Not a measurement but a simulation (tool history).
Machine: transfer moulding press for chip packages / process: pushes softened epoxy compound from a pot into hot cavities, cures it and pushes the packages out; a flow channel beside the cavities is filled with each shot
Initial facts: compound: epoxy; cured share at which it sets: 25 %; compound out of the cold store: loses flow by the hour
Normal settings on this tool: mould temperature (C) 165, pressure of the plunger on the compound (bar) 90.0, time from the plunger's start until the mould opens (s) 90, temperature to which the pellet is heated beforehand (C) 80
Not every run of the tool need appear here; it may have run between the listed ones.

run   hour  mould temperature (C)  pressure of the plunger on the compound (bar)  time from the plunger's start until the mould opens (s)  temperature to which the pellet is heated beforehand (C)  incoming compound's hours out of the cold store  length that the compound runs in the flow channel (mm)  greatest force on the pins that push the packages out (N)
  1    0.0                    165                                           90.0                                                       90                                                        80                                             28.5                                                     664                                                        443
  2   18.5                    165                                           90.1                                                       90                                                        80                                             29.7                                                     655                                                        474
  3   35.6                    165                                           90.0                                                       90                                                        80                                             11.6                                                     697                                                        520
  4   65.5                    165                                           90.0                                                       90                                                        80                                             19.4                                                     678                                                        509
      75.2  -- cavities cleaned with cleaning compound and waxed
  5  100.7                    165                                           90.0                                                       90                                                        80                                             28.2                                                     653                                                        398
  6  133.1                    165                                           90.0                                                       90                                                        72                                             26.6                                                     662                                                        512
  7  165.0                    165                                           70.6                                                       90                                                        80                                             22.2                                                     585                                                        535
     182.8  -- cavities cleaned with cleaning compound and waxed
  8  185.3                    165                                           70.6                                                       90                                                        80                                             12.9                                                     608                                                        338
  9  217.6                    165                                           70.6                                                       90                                                        80                                             10.8                                                     610                                                        444
     228.1  -- plunger's sealing rings changed
 10  238.6                    165                                           70.6                                                       90                                                        80                                             37.1                                                     602                                                        473
 11  274.8                    165                                           70.6                                                       90                                                        80                                             21.2                                                     637                                                        531
     293.4  -- cavities cleaned with cleaning compound and waxed
 12  308.4                    166                                           68.5                                                       90                                                        77                                             14.8                                                     638                                                        378
 13  329.4                    165                                           90.0                                                      115                                                        80                                             12.5                                                     744                                                        305
 14  361.6                    165                                           83.0                                                       90                                                        75                                             40.5                                                     635                                                        507
 15  381.5                    170                                           88.0                                                      112                                                        77                                             16.5                                                     701                                                        341
     400.5  -- cavities cleaned with cleaning compound and waxed
 16  417.5                    168                                           90.0                                                       90                                                        80                                             35.1                                                     666                                                        311
 17  452.8                    168                                           90.0                                                       83                                                        74                                             36.6                                                     665                                                        481
 18  482.6                    158                                           90.0                                                       90                                                        80                                             22.5                                                     726                                                        929
     506.9  -- cavities cleaned with cleaning compound and waxed
 19  510.8                    158                                           72.0                                                       93                                                        78                                             36.3                                                     618                                                        542
 20  525.8                    165                                           97.8                                                       86                                                        80                                             24.3                                                     722                                                        449
 21  557.7                    165                                           90.0                                                       85                                                        90                                             47.6                                                     628                                                        527

Alternative continuations, all from the tool just after run 21; predict every row:
  A  590.9                    158                                           68.9                                                       72                                                        90                                             47.3                                                       ?                                                          ?
  B  590.9                    158                                           90.0                                                      116                                                        80                                             26.0                                                       ?                                                          ?
  C  590.9                    167                                           90.0                                                       90                                                        80                                             44.9                                                       ?                                                          ?

run  length that the compound runs in the flow channel (mm)  greatest force on the pins that push the packages out (N)
  A                                                     572                                                       1312
  B                                                     711                                                        510
  C                                                     625                                                        464
With the hidden condition removed and each run's random variation left untouched, the same runs would have given:
run  length that the compound runs in the flow channel (mm)  greatest force on the pins that push the packages out (N)
  A                                                     596                                                        736
  B                                                     742                                                        283
  C                                                     653                                                        262
